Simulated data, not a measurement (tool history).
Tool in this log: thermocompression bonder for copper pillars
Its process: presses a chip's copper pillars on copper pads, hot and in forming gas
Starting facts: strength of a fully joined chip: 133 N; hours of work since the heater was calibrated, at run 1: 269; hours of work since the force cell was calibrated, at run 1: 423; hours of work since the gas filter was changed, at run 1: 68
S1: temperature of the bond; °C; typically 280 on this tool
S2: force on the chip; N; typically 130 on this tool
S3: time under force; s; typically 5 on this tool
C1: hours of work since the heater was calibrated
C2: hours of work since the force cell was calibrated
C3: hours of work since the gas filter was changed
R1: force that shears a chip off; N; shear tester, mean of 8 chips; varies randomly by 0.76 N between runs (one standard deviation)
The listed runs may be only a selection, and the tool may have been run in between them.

run,day,S1,S2,S3,C1,C2,C3,R1
1,0,280,130,5,269,423,68,90.6
2,2.933,280,82,5,300,454,99,70
# day 6.554: forming gas filter changed
3,6.708,280,115,5,339,493,2,87
4,8.812,280,115,5,361,516,24,85
5,11.808,280,115,5,393,547,56,84.5
6,13.742,280,115,5,414,568,76,85.9
7,16.875,280,115,5,447,601,109,86.3
# day 19.558: forming gas filter changed
8,20.05,280,115,5,480,634,5,85.4
9,21.688,293,130,5,497,651,23,97.8
10,23.292,293,130,5,514,668,39,100.4
11,26.358,293,130,6,547,701,72,102.3
12,29.583,293,130,6,581,735,106,103
13,31.938,293,130,6,606,760,131,103
# day 32.517: forming gas filter changed
14,34.3,293,130,6,630,785,19,102.8
15,36.158,293,130,6,650,804,38,102.6
16,38.042,293,130,6,670,824,58,102
17,39.675,295,130,5,687,841,76,101
18,42.917,295,130,5,721,876,110,100.9
# day 45.521: forming gas filter changed
19,45.812,295,130,5,752,906,3,100
20,48.325,295,130,5,778,933,30,99.7
21,50.117,267,96,3,797,951,49,57.5

Forecast run 22:
22,51.733,251,167,6,814,968,66,?

{"run 22": {"R1": 91.1}}
The same run, on a tool lacking any hidden state, would have yielded R1 91.2 N.

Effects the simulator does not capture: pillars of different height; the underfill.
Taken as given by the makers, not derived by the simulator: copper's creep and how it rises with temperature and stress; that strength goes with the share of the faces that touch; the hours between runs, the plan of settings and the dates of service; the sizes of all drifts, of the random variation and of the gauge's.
